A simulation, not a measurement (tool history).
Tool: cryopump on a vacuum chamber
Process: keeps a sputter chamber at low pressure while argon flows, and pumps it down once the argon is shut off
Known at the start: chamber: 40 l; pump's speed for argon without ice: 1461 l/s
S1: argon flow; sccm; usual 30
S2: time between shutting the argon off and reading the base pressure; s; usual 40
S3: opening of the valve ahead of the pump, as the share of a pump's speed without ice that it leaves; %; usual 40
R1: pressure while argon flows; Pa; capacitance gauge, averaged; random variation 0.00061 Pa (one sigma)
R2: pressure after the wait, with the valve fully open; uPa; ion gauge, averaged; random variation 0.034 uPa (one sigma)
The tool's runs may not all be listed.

run 1 day=0 | S1=30 S2=40 S3=40 | R1=0.0889 R2=2.54
run 2 day=1.646 | S1=30 S2=40 S3=40 | R1=0.0892 R2=2.53
run 3 day=3.146 | S1=30 S2=40 S3=40 | R1=0.0901 R2=2.6
run 4 day=4.138 | S1=30 S2=40 S3=40 | R1=0.0914 R2=2.63
run 5 day=5.883 | S1=30 S2=71 S3=40 | R1=0.0932 R2=1.96
run 6 day=7.9 | S1=30 S2=71 S3=40 | R1=0.0918 R2=2.01
run 7 day=8.854 | S1=30 S2=40 S3=40 | R1=0.0919 R2=2.68
run 8 day=9.758 | S1=30 S2=40 S3=40 | R1=0.0927 R2=2.79
run 9 day=10.971 | S1=30 S2=40 S3=40 | R1=0.0934 R2=2.83
run 10 day=12.179 | S1=25 S2=40 S3=40 | R1=0.0779 R2=2.73
run 11 day=13.512 | S1=25 S2=40 S3=40 | R1=0.0785 R2=2.81
run 12 day=14.858 | S1=25 S2=40 S3=40 | R1=0.0803 R2=2.87
run 13 day=15.9 | S1=25 S2=40 S3=40 | R1=0.0801 R2=2.91
run 14 day=17.167 | S1=30 S2=40 S3=40 | R1=0.0964 R2=2.97
run 15 day=18.125 | S1=30 S2=40 S3=40 | R1=0.0978 R2=2.97
run 16 day=20.079 | S1=50 S2=152 S3=40 | R1=0.1638 R2=1.86
run 17 day=22.05 | S1=50 S2=54 S3=31 | R1=0.2096 R2=2.68
run 18 day=22.871 | S1=19 S2=54 S3=31 | R1=0.0797 R2=2.73
run 19 day=23.912 | S1=30 S2=40 S3=49 | R1=0.0853 R2=3.19
run 20 day=25.508 | S1=35 S2=25 S3=26 | R1=0.1728 R2=4.19
run 21 day=26.404 | S1=42 S2=38 S3=40 | R1=0.1439 R2=3.24
run 22 day=28.525 | S1=18 S2=40 S3=15 | R1=0.1383 R2=2.81
run 23 day=29.754 | S1=30 S2=97 S3=22 | R1=0.1597 R2=1.91
run 24 day=31.542 | S1=33 S2=91 S3=27 | R1=0.1441 R2=1.97
run 25 day=33.142 | S1=33 S2=91 S3=27 | R1=0.1439 R2=2.02
run 26 day=34.658 | S1=21 S2=52 S3=40 | R1=0.0626 R2=2.54
run 27 day=35.792 | S1=21 S2=40 S3=46 | R1=0.0554 R2=3.01

Not shown: 1 entry that the log had between the listed runs. Between which runs, and how does the tool's hidden state differ before and after?
Between runs 21 and 22: pump warmed up, emptied and cooled again (day 26.771)
  pump's speed, % of a pump's without ice: 68.2 -> 98.2; cold plate's temperature, K: 12.17 -> 12.18; leak into the chamber, uPa l/s: 1643 -> 1675
  measured less the result without the state, R1: +0.0228 -> +0.0005 Pa; R2: +1.41 -> +0.97 uPa
